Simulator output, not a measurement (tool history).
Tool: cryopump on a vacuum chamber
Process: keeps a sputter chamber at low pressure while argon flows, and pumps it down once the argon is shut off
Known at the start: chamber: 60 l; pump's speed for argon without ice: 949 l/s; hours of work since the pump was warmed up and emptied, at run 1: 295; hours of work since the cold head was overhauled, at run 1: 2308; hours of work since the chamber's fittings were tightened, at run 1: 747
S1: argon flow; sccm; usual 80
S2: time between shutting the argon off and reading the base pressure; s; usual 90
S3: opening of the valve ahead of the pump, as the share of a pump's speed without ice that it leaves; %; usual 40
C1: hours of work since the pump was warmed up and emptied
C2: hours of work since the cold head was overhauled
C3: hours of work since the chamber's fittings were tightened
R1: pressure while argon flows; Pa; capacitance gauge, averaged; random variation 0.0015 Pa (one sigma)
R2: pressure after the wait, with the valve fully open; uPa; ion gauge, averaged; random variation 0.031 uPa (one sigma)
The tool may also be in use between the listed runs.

run 1 hour=0 | S1=80 S2=90 S3=40 | C1=295 C2=2308 C3=747 | R1=0.3714 R2=2.63
run 2 hour=75.2 | S1=80 S2=90 S3=40 | C1=342 C2=2355 C3=794 | R1=0.3758 R2=2.77
run 3 hour=169.7 | S1=80 S2=54 S3=40 | C1=401 C2=2414 C3=853 | R1=0.3781 R2=3.63
run 4 hour=234.7 | S1=68 S2=54 S3=40 | C1=442 C2=2455 C3=893 | R1=0.3234 R2=3.72
run 5 hour=333.9 | S1=146 S2=54 S3=40 | C1=504 C2=2517 C3=956 | R1=0.6978 R2=3.91
run 6 hour=438.9 | S1=146 S2=54 S3=40 | C1=569 C2=2582 C3=1021 | R1=0.707 R2=4.11
run 7 hour=498.5 | S1=80 S2=67 S3=40 | C1=607 C2=2620 C3=1059 | R1=0.3884 R2=3.77
run 8 hour=589.5 | S1=80 S2=90 S3=24 | C1=664 C2=2677 C3=1116 | R1=0.6282 R2=3.37
run 9 hour=705.8 | S1=80 S2=90 S3=40 | C1=736 C2=2749 C3=1188 | R1=0.3935 R2=3.63
run 10 hour=777.6 | S1=80 S2=195 S3=40 | C1=781 C2=2794 C3=1233 | R1=0.401 R2=3.02
run 11 hour=836 | S1=77 S2=90 S3=45 | C1=818 C2=2831 C3=1270 | R1=0.3463 R2=3.89
-- hour=892.6 leaking fittings of the chamber tightened, without venting
run 12 hour=915.5 | S1=77 S2=90 S3=45 | C1=866 C2=2879 C3=14 | R1=0.351 R2=1.72
run 13 hour=979.5 | S1=77 S2=90 S3=45 | C1=906 C2=2920 C3=54 | R1=0.3511 R2=1.86
run 14 hour=1033.3 | S1=77 S2=90 S3=45 | C1=940 C2=2953 C3=88 | R1=0.3548 R2=1.94
-- hour=1050.6 pump warmed up, emptied and cooled again
run 15 hour=1127.7 | S1=94 S2=55 S3=20 | C1=48 C2=3009 C3=144 | R1=0.8465 R2=2.69
run 16 hour=1224.1 | S1=94 S2=55 S3=20 | C1=109 C2=3069 C3=204 | R1=0.8405 R2=2.7
run 17 hour=1274.3 | S1=94 S2=203 S3=23 | C1=140 C2=3101 C3=236 | R1=0.7393 R2=1.29
run 18 hour=1345 | S1=94 S2=51 S3=23 | C1=184 C2=3145 C3=280 | R1=0.7387 R2=2.89
run 19 hour=1417.3 | S1=94 S2=51 S3=23 | C1=229 C2=3190 C3=325 | R1=0.7403 R2=3.03
run 20 hour=1509.6 | S1=94 S2=51 S3=23 | C1=287 C2=3248 C3=383 | R1=0.7415 R2=3.11

4 ways to go on from here, each from the tool as it stands after run 20. What would each give?
run A hour=1561.3 | S1=149 S2=150 S3=18 | C1=320 C2=3280 C3=415 | R1=? R2=?
run B hour=1561.3 | S1=67 S2=51 S3=54 | C1=320 C2=3280 C3=415 | R1=? R2=?
run C hour=1561.3 | S1=80 S2=90 S3=27 | C1=320 C2=3280 C3=415 | R1=? R2=?
run D hour=1561.3 | S1=99 S2=90 S3=46 | C1=320 C2=3280 C3=415 | R1=? R2=?

run=A R1=1.5019 R2=1.71
run=B R1=0.2336 R2=3.21
run=C R1=0.5489 R2=2.25
run=D R1=0.4039 R2=2.28
Without the tool's hidden state the same runs would have given:
run=A R1=1.4724 R2=1.02
run=B R1=0.2204 R2=2.51
run=C R1=0.533 R2=1.55
run=D R1=0.3842 R2=1.59
